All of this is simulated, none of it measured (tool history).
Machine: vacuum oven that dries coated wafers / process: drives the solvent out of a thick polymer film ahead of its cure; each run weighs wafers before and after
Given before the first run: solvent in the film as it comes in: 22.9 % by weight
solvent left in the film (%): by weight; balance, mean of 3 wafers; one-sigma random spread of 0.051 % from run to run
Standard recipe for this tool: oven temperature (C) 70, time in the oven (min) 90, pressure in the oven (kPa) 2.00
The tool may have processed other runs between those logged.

run,hour,oven temperature (C),time in the oven (min),pressure in the oven (kPa),solvent left in the film (%)
1,0.0,70,90,2.00,1.96
2,31.5,70,51,2.00,4.07
3,62.5,70,51,2.00,4.15
4,111.3,70,51,2.00,4.16
5,137.2,70,51,2.00,4.16
6,171.4,70,90,2.00,1.99
7,196.5,70,90,6.00,4.35
8,235.3,70,46,2.00,4.64
9,283.1,70,75,4.59,3.98
10,312.9,63,114,2.79,3.52
# hour 345.3: oven's thermocouples calibrated
11,368.8,77,114,7.12,3.45
12,392.0,84,52,4.03,1.76
13,433.6,70,67,1.11,2.67
14,471.7,70,67,1.11,2.57
15,509.1,70,67,1.11,2.67
16,541.1,70,67,1.11,2.68

Branching from run 16: 4 alternative next runs. What would each branch give?
A,567.9,58,90,3.44,?
B,567.9,70,80,1.11,?
C,567.9,56,51,1.80,?
D,567.9,71,64,4.21,?

run,solvent left in the film (%)
A,7.61
B,2.01
C,10.48
D,4.28
The same runs, with their run-to-run variation unchanged, on a tool lacking any hidden condition would have given:
run,solvent left in the film (%)
A,7.45
B,1.89
C,10.36
D,4.18
